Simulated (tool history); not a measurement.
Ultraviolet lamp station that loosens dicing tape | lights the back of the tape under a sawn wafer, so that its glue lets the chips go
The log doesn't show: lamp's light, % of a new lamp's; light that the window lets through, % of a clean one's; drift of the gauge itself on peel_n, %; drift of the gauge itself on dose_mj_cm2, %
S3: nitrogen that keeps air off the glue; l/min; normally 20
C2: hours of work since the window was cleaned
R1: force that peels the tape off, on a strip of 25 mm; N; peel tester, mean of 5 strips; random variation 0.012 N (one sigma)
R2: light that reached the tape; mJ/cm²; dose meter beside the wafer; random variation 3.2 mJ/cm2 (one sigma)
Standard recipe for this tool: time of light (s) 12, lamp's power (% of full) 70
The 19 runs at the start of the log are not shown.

run 20 hour=189.5 | time_of_light_(s)=19 lamp's_power_(%_of_full)=70 S3=20 | hours_of_work_of_the_lamp=378 C2=95 | R1=0.154 R2=783
run 21 hour=201.4 | time_of_light_(s)=12 lamp's_power_(%_of_full)=70 S3=20 | hours_of_work_of_the_lamp=384 C2=101 | R1=0.565 R2=498
run 22 hour=207.1 | time_of_light_(s)=12 lamp's_power_(%_of_full)=70 S3=14 | hours_of_work_of_the_lamp=387 C2=104 | R1=0.724 R2=502
run 23 hour=217.2 | time_of_light_(s)=12 lamp's_power_(%_of_full)=70 S3=14 | hours_of_work_of_the_lamp=392 C2=110 | R1=0.728 R2=502
run 24 hour=225.7 | time_of_light_(s)=12 lamp's_power_(%_of_full)=70 S3=14 | hours_of_work_of_the_lamp=396 C2=114 | R1=0.723 R2=498
run 25 hour=234.1 | time_of_light_(s)=9 lamp's_power_(%_of_full)=70 S3=14 | hours_of_work_of_the_lamp=401 C2=118 | R1=1.438 R2=373
run 26 hour=244.2 | time_of_light_(s)=9 lamp's_power_(%_of_full)=70 S3=14 | hours_of_work_of_the_lamp=406 C2=123 | R1=1.476 R2=370
run 27 hour=252.4 | time_of_light_(s)=9 lamp's_power_(%_of_full)=61 S3=10 | hours_of_work_of_the_lamp=410 C2=128 | R1=2.225 R2=323
run 28 hour=266.1 | time_of_light_(s)=9 lamp's_power_(%_of_full)=66 S3=33 | hours_of_work_of_the_lamp=417 C2=135 | R1=1.040 R2=353
run 29 hour=279.2 | time_of_light_(s)=19 lamp's_power_(%_of_full)=70 S3=9 | hours_of_work_of_the_lamp=424 C2=141 | R1=0.285 R2=783
run 30 hour=285.7 | time_of_light_(s)=15 lamp's_power_(%_of_full)=100 S3=8 | hours_of_work_of_the_lamp=427 C2=145 | R1=0.214 R2=890
run 31 hour=299.7 | time_of_light_(s)=15 lamp's_power_(%_of_full)=70 S3=12 | hours_of_work_of_the_lamp=434 C2=152 | R1=0.458 R2=622
run 32 hour=309.3 | time_of_light_(s)=13 lamp's_power_(%_of_full)=67 S3=9 | hours_of_work_of_the_lamp=439 C2=157 | R1=0.967 R2=510
run 33 hour=320.4 | time_of_light_(s)=7 lamp's_power_(%_of_full)=83 S3=32 | hours_of_work_of_the_lamp=445 C2=162 | R1=1.112 R2=344
run 34 hour=330.9 | time_of_light_(s)=7 lamp's_power_(%_of_full)=83 S3=32 | hours_of_work_of_the_lamp=450 C2=168 | R1=1.067 R2=343
run 35 hour=344.9 | time_of_light_(s)=23 lamp's_power_(%_of_full)=70 S3=20 | hours_of_work_of_the_lamp=457 C2=175 | R1=0.086 R2=953
run 36 hour=357.5 | time_of_light_(s)=23 lamp's_power_(%_of_full)=70 S3=20 | hours_of_work_of_the_lamp=464 C2=181 | R1=0.091 R2=959
run 37 hour=365.5 | time_of_light_(s)=21 lamp's_power_(%_of_full)=77 S3=33 | hours_of_work_of_the_lamp=468 C2=185 | R1=0.079 R2=948
run 38 hour=375.5 | time_of_light_(s)=10 lamp's_power_(%_of_full)=75 S3=33 | hours_of_work_of_the_lamp=473 C2=191 | R1=0.565 R2=448
run 39 hour=381.9 | time_of_light_(s)=10 lamp's_power_(%_of_full)=95 S3=7 | hours_of_work_of_the_lamp=476 C2=194 | R1=0.951 R2=560
run 40 hour=390.4 | time_of_light_(s)=10 lamp's_power_(%_of_full)=73 S3=8 | hours_of_work_of_the_lamp=481 C2=198 | R1=1.462 R2=433
run 41 hour=397.0 | time_of_light_(s)=10 lamp's_power_(%_of_full)=73 S3=8 | hours_of_work_of_the_lamp=484 C2=202 | R1=1.493 R2=431
run 42 hour=407.3 | time_of_light_(s)=10 lamp's_power_(%_of_full)=73 S3=6 | hours_of_work_of_the_lamp=489 C2=207 | R1=1.793 R2=432

4 options for the next run, each taken on its own from the tool as it stands now. Forecast them:
run A hour=418.8 | time_of_light_(s)=16 lamp's_power_(%_of_full)=88 S3=12 | hours_of_work_of_the_lamp=495 C2=213 | R1=? R2=?
run B hour=418.8 | time_of_light_(s)=9 lamp's_power_(%_of_full)=70 S3=20 | hours_of_work_of_the_lamp=495 C2=213 | R1=? R2=?
run C hour=418.8 | time_of_light_(s)=10 lamp's_power_(%_of_full)=63 S3=6 | hours_of_work_of_the_lamp=495 C2=213 | R1=? R2=?
run D hour=418.8 | time_of_light_(s)=10 lamp's_power_(%_of_full)=79 S3=6 | hours_of_work_of_the_lamp=495 C2=213 | R1=? R2=?

run=A R1=0.192 R2=833
run=B R1=1.158 R2=375
run=C R1=2.319 R2=375
run=D R1=1.540 R2=466
Without the tool's hidden state the same runs would have given:
run=A R1=0.191 R2=836
run=B R1=1.149 R2=376
run=C R1=2.307 R2=376
run=D R1=1.530 R2=467
